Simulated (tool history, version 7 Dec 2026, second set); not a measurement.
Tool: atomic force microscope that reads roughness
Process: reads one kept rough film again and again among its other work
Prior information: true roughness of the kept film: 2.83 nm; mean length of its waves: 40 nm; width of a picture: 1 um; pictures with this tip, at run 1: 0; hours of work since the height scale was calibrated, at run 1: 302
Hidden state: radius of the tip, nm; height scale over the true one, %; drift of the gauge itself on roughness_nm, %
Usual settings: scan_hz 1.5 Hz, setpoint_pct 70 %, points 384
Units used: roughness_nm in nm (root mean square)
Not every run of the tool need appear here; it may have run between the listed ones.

run	hour	scan_hz	setpoint_pct	points	pictures with this tip	hours of work since the height scale was calibrated	roughness_nm
1	0	1.5	70	384	0	302	2.604
2	10.5	3.75	70	384	9	308	2.496
3	23.4	3.75	70	384	20	316	2.487
4	34.2	3.75	70	384	30	322	2.489
5	41.4	1.5	70	384	36	326	2.611
6	48.7	1.5	70	384	43	330	2.581
7	62.3	1.5	70	384	55	338	2.577
8	77.7	1.5	70	384	68	347	2.604
9	87.1	1.5	70	384	76	352	2.606
# hour 90.4: new tip fitted
10	100.8	1.5	70	384	9	360	2.61
11	111.9	0.92	70	384	19	366	2.638
12	123.2	0.92	70	384	29	373	2.621
13	137.5	1.5	70	384	42	381	2.598
14	150.2	1.5	70	442	53	388	2.615
15	164.7	1.5	70	442	66	396	2.588
16	171	1.5	78	384	71	400	2.564
# hour 180.9: new tip fitted
17	183.9	1.5	78	384	3	407	2.547
18	196.1	1.5	74	384	14	414	2.591
19	203.9	1.5	74	384	21	418	2.608
20	211.3	1.69	74	327	27	423	2.55
21	220.9	1.71	61	384	36	428	2.619
22	235.4	2.45	70	384	48	437	2.537
23	246.1	2.45	70	384	58	443	2.555
24	261.2	3.16	70	985	71	451	2.51
# hour 270.1: new tip fitted
25	270.1	2.5	77	976	0	456	2.503
26	279.2	0.96	76	325	8	461	2.605
27	294	1.67	70	877	21	470	2.59
28	301.4	1.67	83	877	27	474	2.502
29	310.7	1.14	57	384	35	479	2.65
30	323.7	1.14	57	384	47	487	2.638
31	337.5	1.5	69	686	59	495	2.618
32	350	1.5	74	686	70	502	2.581
33	358.5	0.55	80	342	78	507	2.612
# hour 360.9: new tip fitted
34	373.2	1.07	75	384	11	515	2.616
35	384	1.07	75	384	21	521	2.611
36	391.1	1.5	80	384	27	525	2.559
37	397.7	1.5	80	384	33	529	2.548
38	405.7	1.5	80	572	40	533	2.543

How would selected steps in roughness_nm from run to run divide? Give the signed amount a tool lacking its hidden state would still show from settings, what came in and random variation, and the signed amount left for the hidden state, including any gauge scatter that is not in both of the compared results.
Run 1 -> 2: scan_hz 1.5 -> 3.75. roughness_nm -0.108 nm (root mean square): hidden state -0.001, all else -0.107.
Run 4 -> 5: scan_hz 3.75 -> 1.5. roughness_nm +0.122 nm (root mean square): hidden state -0.001, all else +0.123.
Run 9 -> 10: new tip fitted. roughness_nm +0.004 nm (root mean square): hidden state +0.01, all else -0.006.
Run 16 -> 17: new tip fitted. roughness_nm -0.017 nm (root mean square): hidden state +0.01, all else -0.027.
Run 24 -> 25: scan_hz 3.16 -> 2.5, setpoint_pct 70 -> 77, points 985 -> 976, new tip fitted. roughness_nm -0.007 nm (root mean square): hidden state +0.012, all else -0.019.
Run 28 -> 29: scan_hz 1.67 -> 1.14, setpoint_pct 83 -> 57, points 877 -> 384. roughness_nm +0.148 nm (root mean square): hidden state -0.002, all else +0.15.
